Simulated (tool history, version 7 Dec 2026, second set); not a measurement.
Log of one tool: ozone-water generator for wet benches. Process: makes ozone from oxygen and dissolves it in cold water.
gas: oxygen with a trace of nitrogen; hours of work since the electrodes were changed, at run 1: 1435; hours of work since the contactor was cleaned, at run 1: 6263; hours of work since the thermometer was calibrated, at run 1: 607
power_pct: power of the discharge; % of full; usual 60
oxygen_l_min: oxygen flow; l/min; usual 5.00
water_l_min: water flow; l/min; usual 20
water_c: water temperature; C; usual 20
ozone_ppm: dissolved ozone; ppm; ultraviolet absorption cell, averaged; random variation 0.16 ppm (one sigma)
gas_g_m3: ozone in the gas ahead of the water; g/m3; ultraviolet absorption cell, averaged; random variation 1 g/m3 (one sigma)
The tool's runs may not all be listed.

run    hour  power_pct  oxygen_l_min  water_l_min  water_c  hours of work since the electrodes were changed  hours of work since the contactor was cleaned  hours of work since the thermometer was calibrated  ozone_ppm  gas_g_m3
  1     0.0         60          5.00           20       20                                             1435                                           6263                                                 607       19.1     177.3
  2    70.3         60          5.00           20       20                                             1490                                           6318                                                 662       19.0     176.8
  3   153.7         60          5.00           20       20                                             1554                                           6383                                                 727       19.1     175.5
  4   222.3         60          5.00           20       20                                             1608                                           6436                                                 780       19.2     175.3
  5   293.1         60          5.00           20       20                                             1663                                           6491                                                 835       19.0     175.1
  6   373.8         60          5.00           20       20                                             1725                                           6554                                                 898       18.8     176.1
  7   443.2         60          5.00           30       20                                             1779                                           6608                                                 952       13.4     174.6
  8   501.1         60          5.00           30       20                                             1824                                           6653                                                 997       13.4     172.4
  9   592.4         60          5.00           30       20                                             1895                                           6724                                                1068       13.4     175.0
 10   658.3         60          5.00           30       17                                             1947                                           6775                                                1119       13.7     174.9
 11   718.3         98          5.00           30       17                                             1993                                           6822                                                1165       21.1     269.0
 12   769.2         60          5.00           20       20                                             2033                                           6861                                                1205       19.0     173.3
 13   879.8         60          5.00           20       20                                             2119                                           6947                                                1291       18.9     175.9
 14   995.7         60          5.00           20       20                                             2209                                           7037                                                1381       18.4     174.3
 15  1102.3         60          5.00           20       20                                             2292                                           7120                                                1464       18.5     172.6
 16  1208.0         60          5.00           20       20                                             2374                                           7202                                                1546       18.7     173.2
 17  1298.8         60          5.00           20       20                                             2444                                           7273                                                1616       18.7     174.6
 18  1413.3         60          5.00           20       20                                             2533                                           7362                                                1705       18.6     171.7
 19  1472.1         57          5.00           19       20                                             2579                                           7408                                                1751       18.4     165.8
 20  1565.5         57          6.22           23       20                                             2652                                           7480                                                1824       16.1     146.7
 21  1669.2         57          6.22           23       20                                             2732                                           7561                                                1904       15.8     147.4
 22  1725.6         60          5.00           12       27                                             2776                                           7605                                                1948       22.4     172.3
 23  1820.3         60          5.00           12       27                                             2850                                           7678                                                2022       22.6     172.5
     1829.0  -- water thermometer calibrated
 24  1872.9         60          5.00           23       27                                             2890                                           7719                                                  34       14.7     169.5
 25  1990.5         61          5.00           23       27                                             2981                                           7810                                                 126       15.1     172.2
     1999.1  -- water thermometer calibrated, once more
 26  2091.3         61          5.00           23       27                                             3059                                           7888                                                  72       14.8     171.9
 27  2194.4         61          3.03           23       27                                             3140                                           7968                                                 152       14.3     219.8
 28  2265.2         61          3.03           17       27                                             3195                                           8023                                                 207       18.2     220.7
 29  2342.9         61          6.43           17       27                                             3255                                           8083                                                 267       18.2     153.4
 30  2458.6         60          7.29           18       22                                             3345                                           8173                                                 357       18.7     139.6
 31  2564.6         60          7.29           18       22                                             3427                                           8256                                                 439       18.6     138.8
 32  2613.3         60          7.29           18       22                                             3465                                           8294                                                 477       18.7     138.0
 33  2673.9         60          5.00           14       20                                             3512                                           8341                                                 524       23.3     168.3

4 ways to go on from here, each from the tool as it stands after run 33. What would each give?
  A  2756.6         50          5.00           20       13                                             3576                                           8405                                                 589          ?         ?
  B  2756.6         60          3.69           14       20                                             3576                                           8405                                                 589          ?         ?
  C  2756.6         60          5.00           12       17                                             3576                                           8405                                                 589          ?         ?
  D  2756.6         76          8.39           20       26                                             3576                                           8405                                                 589          ?         ?

run  ozone_ppm  gas_g_m3
  A       16.8     144.4
  B       23.1     195.3
  C       27.0     167.6
  D       19.6     159.8
Without the tool's hidden state the same runs would have given:
run  ozone_ppm  gas_g_m3
  A       18.9     152.9
  B       26.0     209.6
  C       30.2     179.9
  D       22.7     174.3
